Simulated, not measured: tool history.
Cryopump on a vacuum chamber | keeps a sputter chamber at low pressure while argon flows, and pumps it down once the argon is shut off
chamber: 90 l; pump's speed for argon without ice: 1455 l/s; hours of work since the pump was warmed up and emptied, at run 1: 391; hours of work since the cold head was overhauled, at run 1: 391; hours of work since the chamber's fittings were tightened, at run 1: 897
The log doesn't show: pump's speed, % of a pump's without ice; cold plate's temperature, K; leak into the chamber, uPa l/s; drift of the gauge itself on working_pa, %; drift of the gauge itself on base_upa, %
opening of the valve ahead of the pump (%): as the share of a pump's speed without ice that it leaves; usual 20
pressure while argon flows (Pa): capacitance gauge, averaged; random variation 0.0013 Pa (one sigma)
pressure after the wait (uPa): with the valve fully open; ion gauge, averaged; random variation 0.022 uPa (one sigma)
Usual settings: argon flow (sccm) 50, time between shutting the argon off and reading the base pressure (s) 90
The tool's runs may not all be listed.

run	hour	argon flow (sccm)	time between shutting the argon off and reading the base pressure (s)	opening of the valve ahead of the pump (%)	hours of work since the pump was warmed up and emptied	hours of work since the cold head was overhauled	hours of work since the chamber's fittings were tightened	pressure while argon flows (Pa)	pressure after the wait (uPa)
1	0	50	90	20	391	391	897	0.2966	1.71
2	9.1	50	90	20	398	398	904	0.2987	1.66
3	26.1	88	90	20	411	411	917	0.5278	1.79
4	42.7	88	90	20	423	423	929	0.5272	1.73
5	50.4	50	90	20	429	429	935	0.2986	1.69
6	63.9	50	90	20	439	439	945	0.3007	1.75
7	77	50	160	20	449	449	955	0.3005	1.62
8	88.5	50	160	20	458	458	964	0.2998	1.63
9	102.5	50	137	20	468	468	974	0.2973	1.67
10	118.5	50	90	20	481	481	986	0.3046	1.85
11	133.2	50	90	20	492	492	997	0.3019	1.84
12	147.2	50	90	49	502	502	1008	0.1291	1.93
13	155.7	50	47	49	509	509	1014	0.1307	2.18
14	166.5	50	90	20	517	517	1022	0.3042	1.92
15	180.4	50	57	20	527	527	1033	0.3025	2.13
16	196.5	50	57	20	539	539	1045	0.3017	2.12
17	212	50	57	20	551	551	1057	0.3002	2.25

Forecast run 18:
18	227.6	50	57	20	563	563	1068	?	?

Run 18 gave pressure while argon flows (Pa) 0.3028, pressure after the wait (uPa) 2.14.
Without the tool's hidden state the same run would have given pressure while argon flows (Pa) 0.2897, pressure after the wait (uPa) 0.73.
